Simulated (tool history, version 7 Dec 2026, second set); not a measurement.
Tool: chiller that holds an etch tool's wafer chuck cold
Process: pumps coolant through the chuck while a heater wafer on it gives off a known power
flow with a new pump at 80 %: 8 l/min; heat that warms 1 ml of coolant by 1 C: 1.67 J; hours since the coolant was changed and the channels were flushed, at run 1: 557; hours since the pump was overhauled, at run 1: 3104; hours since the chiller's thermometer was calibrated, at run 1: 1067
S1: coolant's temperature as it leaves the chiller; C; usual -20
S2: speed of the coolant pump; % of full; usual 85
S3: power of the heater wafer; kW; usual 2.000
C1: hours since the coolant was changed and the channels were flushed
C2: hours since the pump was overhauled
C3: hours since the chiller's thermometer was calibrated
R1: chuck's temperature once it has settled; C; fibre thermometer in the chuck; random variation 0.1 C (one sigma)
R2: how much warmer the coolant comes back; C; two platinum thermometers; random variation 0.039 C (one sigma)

run,day,S1,S2,S3,C1,C2,C3,R1,R2
1,0.000,-20,85,2.000,557,3104,1067,-3.3,8.81
2,4.971,-20,85,2.000,676,3223,1186,-3.4,8.78
3,7.508,-26,85,2.000,737,3284,1247,-9.3,8.72
4,10.204,-20,85,2.048,802,3348,1312,-2.8,8.90
5,14.133,-20,85,2.048,896,3443,1406,-2.8,8.96
6,18.667,-20,85,2.048,1005,3552,1515,-2.6,9.01
7,23.612,-20,85,2.000,1124,3670,1634,-2.9,8.85
8,28.325,-20,82,2.000,1237,3783,1747,-2.5,9.14
9,31.208,-20,82,2.000,1306,3852,1816,-2.2,9.07
10,34.167,-20,82,2.000,1377,3924,1887,-2.3,9.11
11,38.550,-20,82,2.000,1482,4029,1992,-2.3,9.20
12,43.821,-19,85,2.000,1609,4155,2119,-1.7,8.88
13,48.446,-19,85,2.000,1720,4266,2230,-1.7,8.90
14,53.446,-19,85,2.000,1840,4386,2350,-1.7,8.88
15,58.592,-25,85,2.000,1963,4510,2473,-7.7,8.85
# day 61.529: chiller's thermometer calibrated
16,61.529,-25,85,2.000,2033,4579,0,-7.4,8.83
17,66.071,-13,85,2.000,2142,4688,109,4.6,8.97
18,69.792,-13,85,2.000,2231,4778,198,4.7,8.98
19,72.800,-13,85,2.000,2303,4850,271,4.7,8.91
20,77.029,-20,85,2.510,2405,4951,372,2.4,11.22
21,81.475,-20,73,1.330,2512,5058,479,-6.4,6.96
22,84.921,-20,73,1.330,2594,5141,561,-6.1,7.03
23,87.142,-20,73,1.330,2648,5194,615,-6.2,6.91
24,90.300,-17,69,1.938,2723,5270,690,4.0,10.72
25,93.900,-17,69,1.938,2810,5356,777,4.0,10.76
26,97.104,-17,69,1.938,2887,5433,854,4.2,10.77
27,99.625,-17,69,1.938,2947,5494,914,4.2,10.81
28,102.958,-20,70,2.557,3027,5573,994,8.0,13.99
29,107.258,-21,64,1.862,3130,5677,1098,0.9,11.20
30,111.100,-23,97,2.000,3222,5769,1190,-6.7,7.87
31,115.812,-23,97,2.000,3336,5882,1303,-6.6,7.84

Hidden state at the last listed run before each entry between runs and at the first one after, where it differs:
Between runs 15 and 16: chiller's thermometer calibrated (day 61.529)
  heat passed by the chuck's channels, % of clean ones': 91.1 -> 90.8; flow at a given pump speed, % of a new pump's: 94.9 -> 94.8; coolant's true temperature over the reading, C: -0.11 -> -0.1
  measured less the result without the state, R1: +1.7 -> +1.8 C; R2: +0.45 -> +0.46 C

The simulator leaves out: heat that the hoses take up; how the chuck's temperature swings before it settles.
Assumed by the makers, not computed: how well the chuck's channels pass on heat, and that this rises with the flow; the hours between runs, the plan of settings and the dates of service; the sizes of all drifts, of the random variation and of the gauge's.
